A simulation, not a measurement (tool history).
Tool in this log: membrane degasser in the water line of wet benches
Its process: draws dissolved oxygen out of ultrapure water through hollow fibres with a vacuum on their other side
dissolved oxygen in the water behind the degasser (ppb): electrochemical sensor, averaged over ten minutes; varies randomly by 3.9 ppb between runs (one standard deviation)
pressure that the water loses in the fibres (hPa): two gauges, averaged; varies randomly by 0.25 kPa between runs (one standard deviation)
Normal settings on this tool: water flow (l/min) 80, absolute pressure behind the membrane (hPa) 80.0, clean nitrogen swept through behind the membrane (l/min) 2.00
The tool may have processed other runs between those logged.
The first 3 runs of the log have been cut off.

run	hour	water flow (l/min)	absolute pressure behind the membrane (hPa)	clean nitrogen swept through behind the membrane (l/min)	hours since the membrane was changed	hours since the vacuum gauge was calibrated	hours since the vacuum lines were made tight	dissolved oxygen in the water behind the degasser (ppb)	pressure that the water loses in the fibres (hPa)
4	480.1	53	80.0	2.00	1550	1206	10377	272.1	441.0
5	615.1	80	80.0	2.00	1685	1341	10512	392.9	666.4
6	877.2	62	80.0	2.00	1947	1603	10774	311.8	518.0
7	1088.8	62	125.8	2.00	2159	1815	10986	586.2	520.9
8	1254.9	80	80.0	2.00	2325	1981	11152	401.5	670.1
9	1485.3	80	80.0	2.00	2555	2211	11382	398.2	671.4
10	1699.1	80	55.9	2.00	2769	2425	11596	215.3	671.0
11	2028.4	99	55.9	2.00	3098	2755	11925	280.1	830.3
12	2201.9	99	55.9	2.00	3272	2928	12099	282.5	831.0
13	2376.6	78	80.0	2.00	3446	3103	12273	390.5	657.0
14	2693.4	78	80.0	2.00	3763	3420	12590	393.1	655.9
15	2854.6	80	80.0	2.00	3924	3581	12751	390.6	675.5
16	3137.2	80	80.0	2.19	4207	3863	13034	377.1	676.7

Predict the results of run 17:
17	3409.9	80	80.0	2.19	4480	4136	13307	?	?

dissolved oxygen in the water behind the degasser (ppb): 380.6
pressure that the water loses in the fibres (hPa): 676.1
Were there no unlogged condition in the tool, this run, its random variation unchanged, would have produced dissolved oxygen in the water behind the degasser (ppb) 365.9, pressure that the water loses in the fibres (hPa) 664.5.
